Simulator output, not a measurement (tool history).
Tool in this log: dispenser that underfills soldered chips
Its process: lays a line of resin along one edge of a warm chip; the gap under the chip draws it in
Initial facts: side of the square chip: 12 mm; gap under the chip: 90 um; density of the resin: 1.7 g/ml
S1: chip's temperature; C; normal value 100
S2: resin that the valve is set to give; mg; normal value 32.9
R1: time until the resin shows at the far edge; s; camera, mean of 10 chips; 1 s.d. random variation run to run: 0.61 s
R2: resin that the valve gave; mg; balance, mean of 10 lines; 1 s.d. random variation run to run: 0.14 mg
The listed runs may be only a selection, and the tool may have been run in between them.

run	hour	S1	S2	R1	R2
1	0	100	32.9	56.3	31.43
2	10.8	100	32.9	76.6	31.15
# hour 12.1: new syringe of resin
3	19.8	103	32.9	61.8	31.24
# hour 25.7: new syringe of resin
4	27.2	103	31.3	51.8	29.32
5	36.1	103	31.3	67.4	29.39
# hour 39.3: new syringe of resin
6	45.6	103	40.4	55.7	37.54
7	50	103	40.4	64.4	37.48
# hour 53.1: new syringe of resin
8	57	103	40.4	53.6	37.3
# hour 66.7: new syringe of resin
9	67.8	103	40.4	49.2	37.03
10	77.5	105	32.9	64.9	30.2
# hour 80.4: new syringe of resin
11	82.6	105	32.9	47.7	29.82
12	93.3	105	32.9	66.5	29.73
# hour 94.3: new syringe of resin
# hour 98.3: dispensing valve cleaned and set on the balance
13	103.1	100	35.2	66.2	35.09
# hour 109.2: new syringe of resin
14	111.2	100	32.9	55.3	32.54
15	118.9	100	32.9	69.3	32.2
# hour 122.6: new syringe of resin
16	123.8	100	32.9	54.2	32.09
17	129.1	105	32.9	54.9	32.28
# hour 135.8: new syringe of resin
18	137.2	105	32.2	47.6	31.49
19	144.5	105	32.2	60.3	31.2
# hour 149.5: new syringe of resin
20	155.2	105	32.2	54.3	31.05
21	162.3	106	32.9	65.4	31.33
# hour 163.2: new syringe of resin
22	170.1	89	42.7	87.6	40.91
23	174.8	89	42.7	100.3	40.38
# hour 176.4: new syringe of resin
24	182.4	108	37	51	34.92
# hour 190.3: new syringe of resin
25	191.7	115	28.8	38.4	26.97
26	196.5	98	36.7	66.9	34.38
# hour 203.8: new syringe of resin
27	204.1	98	36.7	53.5	33.86
28	209.8	99	37	63.5	34.26
29	215	109	32.9	59.1	30.52
# hour 217.8: new syringe of resin
30	220.8	109	32.9	46.2	30.38
31	229.5	109	32.9	59	30.11
# hour 231.3: new syringe of resin
32	235.9	93	39.7	72.6	36.3
33	243	114	42.7	50.6	38.73
# hour 244.8: new syringe of resin
34	250	114	42.7	40.8	38.59

Branching from run 34: 5 alternative next runs. What would each branch give?
A	254.6	114	42.6	?	?
B	254.6	115	34	?	?
C	254.6	107	31.1	?	?
D	254.6	109	42.7	?	?
E	254.6	88	28.1	?	?

run	R1	R2
A	46.2	38.11
B	47.6	30.57
C	59.9	27.84
D	53	38.48
E	106.6	25.45
The same runs, with their run-to-run variation unchanged, on a tool lacking any hidden condition would have given:
run	R1	R2
A	35	42.32
B	35.6	33.95
C	44.4	30.92
D	40.1	42.73
E	78.3	28.26

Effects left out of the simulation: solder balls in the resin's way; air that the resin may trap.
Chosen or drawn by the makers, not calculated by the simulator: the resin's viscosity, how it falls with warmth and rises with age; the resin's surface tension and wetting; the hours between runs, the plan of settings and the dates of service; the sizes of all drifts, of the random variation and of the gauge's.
